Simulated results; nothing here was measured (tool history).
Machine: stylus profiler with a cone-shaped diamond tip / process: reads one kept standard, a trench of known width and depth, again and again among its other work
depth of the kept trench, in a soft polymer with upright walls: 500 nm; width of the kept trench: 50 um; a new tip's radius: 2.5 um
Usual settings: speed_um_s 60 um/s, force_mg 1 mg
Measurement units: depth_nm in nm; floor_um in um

run    hour  speed_um_s  force_mg  depth_nm  floor_um
  1       0          60         1    500.53      46.4
  2    45.2          60         1    500.56     46.41
  3    67.2          60         1    500.22     46.42
  4   110.1          60         1    500.23     46.41
  5   157.6          60         1    500.39     46.41
  6   197.9         112         1     500.4     46.15
  7   236.4         112         1    500.28     46.15
  8   283.9         112         1    500.32     46.15
  9   308.7         112         1    500.32     46.15
 10   353.8         112         1    500.24     46.14
 11   375.9         112         1    500.09     46.18
 12   421.5         112         1    500.28     46.15
 13   471.6          80         1    500.44     46.32
 14     517          60         1    499.82     46.41
 15   568.1          60      0.43    499.43     46.26
 16     596          60      0.43    499.21     46.22
 17   636.1          60      1.28    500.51     46.44
 18   680.9          60      1.28    500.49     46.51
 19   720.6          60      0.35    499.06     46.12
 20   749.8          60         1    499.91     46.38
 21   771.3          60      0.39    499.32     46.18
 22   811.6         235         1    499.78     45.44
 23   860.9         235         1    499.72      45.4
 24   892.3         235         1    499.86      45.4
 25     931         235         1     499.6     45.36
 26   959.6          51      1.48    500.18     46.44
 27   981.2         132      2.15     501.1      46.2
 28    1014         132      2.15    500.74     46.19
 29  1064.2         164      2.16    500.82     46.06
 30  1087.8         164      2.16    500.89     46.07
 31  1120.6         164      2.16    500.87     46.03
 32  1159.6          30      0.68    499.12     46.49
 33  1183.9         130      2.71    501.14     46.19
 34  1232.2         130      2.71    501.09     46.22
 35  1281.5         130      2.71    501.53     46.22
 36  1315.5          56       0.4    498.43     46.18
 37  1337.7          56       0.4    498.62      46.2
 38  1359.7          60      0.35    498.44     46.08
 39  1399.9          60         1    499.22     46.35
 40  1423.7          33      0.64    499.02     46.45
 41  1451.3          85         1    499.27     46.16
 42  1478.3         126         1    499.31     45.93
 43  1523.9          38      1.08    499.43      46.4
 44  1562.5          38      1.08    499.34     46.45
 45  1613.3          24      1.73    500.11     46.56
 46  1654.3          30       1.9    500.23     46.52
 47  1696.1          43      1.37    499.68     46.42

Consider 3 possible next runs. They are alternatives, not a sequence: every one starts from the tool as it was left by run 47. What does each give?
  A  1748.3         159      0.67         ?         ?
  B  1748.3          43       2.8         ?         ?
  C  1748.3          98      0.35         ?         ?

run  depth_nm  floor_um
  A    498.74     45.55
  B    500.74     46.44
  C    498.35     45.68
Had the tool no hidden state, the same runs would have come out as:
run  depth_nm  floor_um
  A    501.34     45.92
  B    503.36     46.81
  C    500.95     46.04
